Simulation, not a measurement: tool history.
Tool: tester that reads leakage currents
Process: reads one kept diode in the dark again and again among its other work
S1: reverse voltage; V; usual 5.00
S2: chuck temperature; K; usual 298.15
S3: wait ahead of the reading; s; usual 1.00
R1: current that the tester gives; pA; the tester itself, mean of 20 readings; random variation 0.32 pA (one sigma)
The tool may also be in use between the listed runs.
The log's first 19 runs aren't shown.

run    hour     S1      S2    S3      R1
 20  1364.6   5.00  298.15  1.00  104.01
 21  1444.9   1.87  299.15  0.35   80.53
 22  1528.0   1.87  299.15  0.35   79.60
 23  1587.1  16.24  316.15  9.14  540.14
 24  1635.1   5.00  324.15  1.00  622.25
 25  1702.6   1.06  324.15  1.00  371.40
 26  1769.9   1.06  324.15  1.00  366.50
 27  1813.7   1.06  324.15  1.00  367.02
 28  1899.2   7.92  294.15  4.35   82.87
 29  1959.8  18.24  300.15  4.35  174.44
 30  2043.5   2.73  300.15  0.41   91.17
 31  2123.5   5.00  331.15  1.00  919.93
 32  2210.4   1.73  298.15  4.32   64.20
 33  2259.7   1.73  298.15  4.32   64.18
 34  2352.2   6.80  308.15  0.45  214.85
     2399.7  -- chuck's temperature calibrated
 35  2437.9   6.80  308.15  0.45  248.44
 36  2502.6  17.51  311.15  1.00  419.31
 37  2548.9  17.51  311.15  1.00  414.37
 38  2629.2  17.51  311.15  1.00  412.60
 39  2695.9   5.00  312.15  5.24  282.00

Forecast each of these 4 alternatives for the next run:
  A  2747.8  3.24  298.15  1.00   ?
  B  2747.8  1.58  298.15  0.76   ?
  C  2747.8  5.00  309.15  5.24   ?
  D  2747.8  5.00  298.15  0.41   ?

run      R1
  A   89.17
  B   69.76
  C  228.67
  D  106.68
Without the tool's hidden state the same runs would have given:
run      R1
  A   91.92
  B   72.54
  C  237.29
  D  109.12
